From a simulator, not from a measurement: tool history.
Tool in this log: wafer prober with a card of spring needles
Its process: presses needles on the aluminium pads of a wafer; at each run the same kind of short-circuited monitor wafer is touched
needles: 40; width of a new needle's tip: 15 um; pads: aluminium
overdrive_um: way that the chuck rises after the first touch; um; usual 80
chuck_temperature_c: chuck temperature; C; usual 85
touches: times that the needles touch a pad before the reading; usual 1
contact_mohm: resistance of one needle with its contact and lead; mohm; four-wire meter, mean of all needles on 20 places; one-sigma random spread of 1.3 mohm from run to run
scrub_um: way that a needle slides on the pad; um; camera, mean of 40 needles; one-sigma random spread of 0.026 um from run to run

run	hour	overdrive_um	chuck_temperature_c	touches	contact_mohm	scrub_um
1	0.0	80	85	1	111	11.55
2	9.3	80	85	1	112	11.53
3	15.2	80	85	1	112	11.55
4	23.3	80	85	1	111	11.57
5	32.2	80	85	1	109	11.56
6	39.2	77	85	1	112	11.06
7	44.2	77	85	1	113	11.12
8	50.0	77	85	1	112	11.11
9	57.9	80	87	2	110	11.51
10	66.2	80	87	2	111	11.57

Not shown here: 2 entries made in the log between runs. Locate each between two listed runs and compare the hidden state at the listed run before it with the hidden state at the listed run after it:
Logged between run 4 and run 5: tips cleaned on abrasive film (hour 23.8)
  debris on the tips, nm: 2.2 -> 1.5
Logged between run 7 and run 8: tips cleaned on abrasive film (hour 47.6)
  debris on the tips, nm: 2.1 -> 0.7; way that the needles fall short of the set height, um: 0.02 -> 0.03

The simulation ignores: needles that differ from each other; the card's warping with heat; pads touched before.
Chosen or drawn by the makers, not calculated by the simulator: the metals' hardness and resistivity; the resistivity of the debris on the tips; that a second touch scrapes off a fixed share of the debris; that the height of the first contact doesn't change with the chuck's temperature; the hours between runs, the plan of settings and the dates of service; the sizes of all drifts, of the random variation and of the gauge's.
